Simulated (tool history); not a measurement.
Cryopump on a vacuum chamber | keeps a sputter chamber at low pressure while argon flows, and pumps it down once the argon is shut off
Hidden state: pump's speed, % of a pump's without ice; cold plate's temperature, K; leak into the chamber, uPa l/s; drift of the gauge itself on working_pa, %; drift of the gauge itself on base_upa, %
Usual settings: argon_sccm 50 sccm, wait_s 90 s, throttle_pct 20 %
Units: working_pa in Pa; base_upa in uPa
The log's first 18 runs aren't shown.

run	hour	argon_sccm	wait_s	throttle_pct	hours of work since the pump was warmed up and emptied	hours of work since the cold head was overhauled	hours of work since the chamber's fittings were tightened	working_pa	base_upa
19	1009.9	33	90	27	353	2335	2263	0.1802	1.60
# hour 1033.2: pump warmed up, emptied and cooled again
20	1061.0	26	21	17	18	2365	2294	0.2023	3.59
21	1112.3	50	90	19	52	2398	2327	0.3532	1.40
22	1168.9	50	90	19	89	2435	2364	0.3553	1.42
23	1202.7	50	90	19	111	2458	2386	0.3559	1.39
24	1267.2	23	63	31	153	2500	2429	0.1036	1.76
25	1331.9	50	90	19	196	2542	2471	0.3605	1.51
26	1406.6	50	90	19	245	2591	2520	0.3658	1.50
27	1458.6	50	90	19	279	2625	2554	0.3695	1.53
28	1520.0	50	75	20	319	2665	2594	0.3587	1.72
29	1562.3	33	20	47	347	2693	2622	0.1103	4.15
# hour 1592.2: pump warmed up, emptied and cooled again
30	1640.9	50	23	58	32	2741	2670	0.1171	3.37
31	1686.7	55	147	20	62	2771	2700	0.3701	1.16
# hour 1700.2: leaking fittings of the chamber tightened, without venting
32	1769.0	32	63	49	114	2824	45	0.0925	1.26
33	1808.4	32	63	49	140	2850	71	0.0930	1.25
34	1848.5	84	91	20	167	2876	97	0.5762	0.98
35	1901.5	44	194	36	201	2911	132	0.1767	0.63

Forecast each of these 3 alternatives for the next run:
A	1944.9	44	66	36	230	2939	160	?	?
B	1944.9	50	90	40	230	2939	160	?	?
C	1944.9	98	90	20	230	2939	160	?	?

run	working_pa	base_upa
A	0.1762	1.28
B	0.1823	1.02
C	0.6811	1.05
Without the tool's hidden state the same runs would have given:
run	working_pa	base_upa
A	0.1605	1.18
B	0.1645	0.92
C	0.6462	0.95
